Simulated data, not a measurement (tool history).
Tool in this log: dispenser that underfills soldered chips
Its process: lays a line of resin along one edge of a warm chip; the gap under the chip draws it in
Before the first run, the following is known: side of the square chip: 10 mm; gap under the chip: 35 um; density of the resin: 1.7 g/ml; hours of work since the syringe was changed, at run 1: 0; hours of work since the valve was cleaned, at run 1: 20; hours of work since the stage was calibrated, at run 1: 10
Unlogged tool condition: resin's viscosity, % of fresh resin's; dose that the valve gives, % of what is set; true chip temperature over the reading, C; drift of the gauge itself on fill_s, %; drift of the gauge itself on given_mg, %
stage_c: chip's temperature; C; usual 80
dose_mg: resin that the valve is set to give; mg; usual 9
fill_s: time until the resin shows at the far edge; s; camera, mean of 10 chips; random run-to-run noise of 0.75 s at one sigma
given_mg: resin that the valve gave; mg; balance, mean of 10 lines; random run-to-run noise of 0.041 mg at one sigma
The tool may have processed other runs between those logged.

run	hour	stage_c	dose_mg	hours of work since the syringe was changed	hours of work since the valve was cleaned	hours of work since the stage was calibrated	fill_s	given_mg
1	0	80	9	0	20	10	68	8.92
2	4.6	80	9	4	24	14	87.5	8.88
3	7	80	9	6	26	16	97.5	8.89
4	11.4	80	9	9	29	19	123.5	8.91
# hour 12.4: new syringe of resin
5	15	80	9	2	32	22	77.9	8.87
6	18.4	80	11.28	5	34	24	92.5	11.1
7	21.6	80	11.28	7	37	27	111.3	11.01
# hour 25: new syringe of resin
8	25.8	80	11.28	1	40	30	69.8	11.09
9	29.6	80	9	4	43	33	87.8	8.74
10	32.5	80	9	6	45	35	101.2	8.86
11	35.7	80	9	9	48	38	123.5	8.78
# hour 37.6: new syringe of resin
12	39.4	80	8.99	1	51	41	76.6	8.76
13	41.8	80	8.4	3	53	42	86.6	8.29
14	43.8	80	8.4	5	54	44	95.6	8.17
15	48.2	93	8.4	8	58	48	79	8.17
# hour 50.4: new syringe of resin
# hour 52.5: dispensing valve cleaned and set on the balance
16	52.8	93	8.4	1	0	50	46.8	8.45
17	55.5	93	8.4	3	2	52	53.9	8.37
18	58.1	93	8.4	5	4	54	62	8.39
19	60.7	70	10.06	7	7	56	155.9	10.02
20	62.9	90	8.57	9	8	58	87.2	8.6
# hour 64: new syringe of resin
21	66.1	79	8.03	2	11	60	80.2	7.96
22	68.3	79	8.03	3	12	62	91.5	7.97
23	71.5	93	8.78	6	15	65	65.6	8.72
24	73.5	93	8.78	8	16	66	71.7	8.7
# hour 76.7: new syringe of resin
25	78	95	7.98	1	20	70	44.1	7.94
26	80.9	90	9.74	3	22	72	58.4	9.61
27	83.9	90	8.68	6	24	74	69.7	8.58
28	88	90	8.68	9	28	78	87	8.53
# hour 89.4: new syringe of resin
29	92.7	87	8.68	3	31	81	63	8.59
30	96.6	93	10.66	6	34	84	61.8	10.52
31	99.7	68	9.36	8	37	87	178.4	9.17
# hour 102.2: new syringe of resin
32	103.6	68	8.13	1	40	89	117	7.99
33	105.6	83	10.59	3	41	91	71.9	10.4
34	108.5	74	9.5	5	44	93	115	9.3
35	112.8	70	9.55	8	47	97	168.7	9.26
# hour 114.6: new syringe of resin
36	115.2	90	10.86	0	49	98	48	10.59

Selected run-to-run steps in fill_s, each split into two signed amounts: the part the tool would show with no hidden state at all (from settings, incoming material and random variation), and the remainder, which goes to the hidden state together with any gauge scatter not common to the measured and the hidden-state-free results:
Run 18 -> 19: stage_c 93 -> 70, dose_mg 8.4 -> 10.06. fill_s +93.9 s: hidden state +41, all else +52.9.
Run 30 -> 31: stage_c 93 -> 68, dose_mg 10.66 -> 9.36. fill_s +116.6 s: hidden state +54.7, all else +61.9.
Run 31 -> 32: dose_mg 9.36 -> 8.13, new syringe of resin. fill_s -61.4 s: hidden state -67.7, all else +6.3.
Run 35 -> 36: stage_c 70 -> 90, dose_mg 9.55 -> 10.86, new syringe of resin. fill_s -120.7 s: hidden state -69.7, all else -51.

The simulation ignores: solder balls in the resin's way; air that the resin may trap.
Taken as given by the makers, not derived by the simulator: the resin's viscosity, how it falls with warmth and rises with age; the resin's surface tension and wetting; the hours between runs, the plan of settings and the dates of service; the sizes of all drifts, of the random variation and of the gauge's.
